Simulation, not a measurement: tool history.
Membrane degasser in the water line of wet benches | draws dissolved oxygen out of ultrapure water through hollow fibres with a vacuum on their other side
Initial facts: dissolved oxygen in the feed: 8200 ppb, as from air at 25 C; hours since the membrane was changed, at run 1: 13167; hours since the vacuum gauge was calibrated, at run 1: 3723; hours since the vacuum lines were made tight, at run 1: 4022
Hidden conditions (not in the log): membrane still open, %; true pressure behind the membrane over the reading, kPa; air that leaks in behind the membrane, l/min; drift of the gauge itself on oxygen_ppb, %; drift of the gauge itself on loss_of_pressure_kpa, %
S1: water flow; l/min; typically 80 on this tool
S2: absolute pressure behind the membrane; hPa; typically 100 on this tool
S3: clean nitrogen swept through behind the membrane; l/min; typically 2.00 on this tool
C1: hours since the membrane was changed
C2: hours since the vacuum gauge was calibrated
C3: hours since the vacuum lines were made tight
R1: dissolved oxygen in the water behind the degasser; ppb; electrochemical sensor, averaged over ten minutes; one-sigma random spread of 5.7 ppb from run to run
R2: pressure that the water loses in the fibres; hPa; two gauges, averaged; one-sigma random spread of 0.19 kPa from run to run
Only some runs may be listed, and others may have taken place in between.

| run | day | S1 | S2 | S3 | C1 | C2 | C3 | R1 | R2 |
|---|---|---|---|---|---|---|---|---|---|
| 1 | 0.000 | 80 | 100 | 2.00 | 13167 | 3723 | 4022 | 569.4 | 372.2 |
| 2 | 11.121 | 82 | 100 | 2.00 | 13433 | 3990 | 4289 | 584.6 | 383.3 |
| 3 | 22.512 | 80 | 100 | 2.00 | 13707 | 4264 | 4562 | 563.3 | 370.4 |
| 4 | 30.271 | 55 | 100 | 2.00 | 13893 | 4450 | 4748 | 391.3 | 255.9 |
| 5 | 43.392 | 80 | 91 | 2.00 | 14208 | 4765 | 5063 | 495.7 | 372.6 |
|  | 44.525 | membrane cartridge changed |
| 6 | 52.092 | 80 | 240 | 2.00 | 182 | 4970 | 5268 | 1459.7 | 371.1 |
| 7 | 62.467 | 80 | 240 | 1.82 | 431 | 5219 | 5517 | 1574.7 | 370.0 |
| 8 | 76.950 | 50 | 100 | 2.44 | 778 | 5566 | 5864 | 311.4 | 229.4 |
| 9 | 87.371 | 57 | 72 | 1.33 | 1028 | 5816 | 6115 | 335.2 | 267.7 |

Run 10 comes next. What will it give?
| 10 | 97.529 | 57 | 72 | 1.33 | 1272 | 6060 | 6358 | ? | ? |

Logged for run 10: R1 343.4 ppb, R2 267.2 hPa.
If the tool had no hidden condition, the same run with the same run-to-run variation would have returned R1 342.7 ppb, R2 267.2 hPa.

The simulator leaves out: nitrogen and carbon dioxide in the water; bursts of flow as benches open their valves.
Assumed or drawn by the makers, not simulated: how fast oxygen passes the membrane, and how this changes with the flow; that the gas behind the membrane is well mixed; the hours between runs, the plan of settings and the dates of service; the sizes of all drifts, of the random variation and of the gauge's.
